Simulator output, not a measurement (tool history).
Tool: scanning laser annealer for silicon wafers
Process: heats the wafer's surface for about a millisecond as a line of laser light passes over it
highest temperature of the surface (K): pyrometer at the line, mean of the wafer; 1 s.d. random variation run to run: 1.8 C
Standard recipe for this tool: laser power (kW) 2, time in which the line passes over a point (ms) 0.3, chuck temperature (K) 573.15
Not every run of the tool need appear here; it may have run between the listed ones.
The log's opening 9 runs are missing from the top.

run   hour  laser power (kW)  time in which the line passes over a point (ms)  chuck temperature (K)  hours of work since the window was cleaned  hours of work since the power meter was calibrated  hours of work since the optics were aligned  highest temperature of the surface (K)
 10   65.1                 2                                              0.3                 573.15                                         242                                                 337                                          524                                 1267.15
 11   69.7                 2                                              0.3                 549.15                                         245                                                 340                                          527                                 1245.15
 12   77.5                 2                                              0.3                 549.15                                         250                                                 345                                          532                                 1244.15
 13   82.9                 2                                              0.3                 549.15                                         254                                                 349                                          536                                 1243.15
 14   91.3                 2                                              0.3                 549.15                                         260                                                 355                                          541                                 1242.15
 15   99.8                 2                                              0.3                 549.15                                         265                                                 360                                          547                                 1243.15
 16  107.2                 2                                              0.3                 549.15                                         270                                                 365                                          552                                 1241.15
 17  117.1                 2                                              0.3                 549.15                                         277                                                 372                                          559                                 1241.15
 18    125                 2                                              0.3                 573.15                                         282                                                 377                                          564                                 1266.15
 19  131.3                 2                                              0.3                 573.15                                         287                                                 382                                          568                                 1265.15
 20  139.8                 2                                              0.3                 573.15                                         292                                                 388                                          574                                 1267.15
 21  148.2                 2                                              0.3                 573.15                                         298                                                 393                                          580                                 1267.15
 22  154.9              2.09                                            0.331                 537.15                                         303                                                 398                                          584                                 1299.15
 23  161.7             1.854                                            0.299                 539.15                                         307                                                 402                                          589                                 1183.15
 24  171.5             2.093                                             0.23                 533.15                                         314                                                 409                                          596                                 1152.15
 25  178.5             1.922                                            0.352                 550.15                                         319                                                 414                                          600                                 1278.15
 26  189.1             2.183                                            0.322                 573.15                                         326                                                 421                                          607                                 1352.15
 27  199.8             2.183                                            0.322                 573.15                                         333                                                 428                                          615                                 1349.15
 28  210.7             2.183                                            0.322                 573.15                                         340                                                 435                                          622                                 1352.15
 29  218.8             2.183                                            0.249                 554.15                                         346                                                 441                                          628                                 1225.15
 30  228.1             2.117                                            0.249                 582.15                                         352                                                 447                                          634                                 1233.15

Predict the results of run 31:
 31  238.3             2.117                                            0.249                 582.15                                         359                                                 454                                          641                                       ?

{"run 31": {"highest temperature of the surface (K)": 1231.15}}
Had the tool carried no hidden state, the very same run would have given highest temperature of the surface (K) 1263.15.
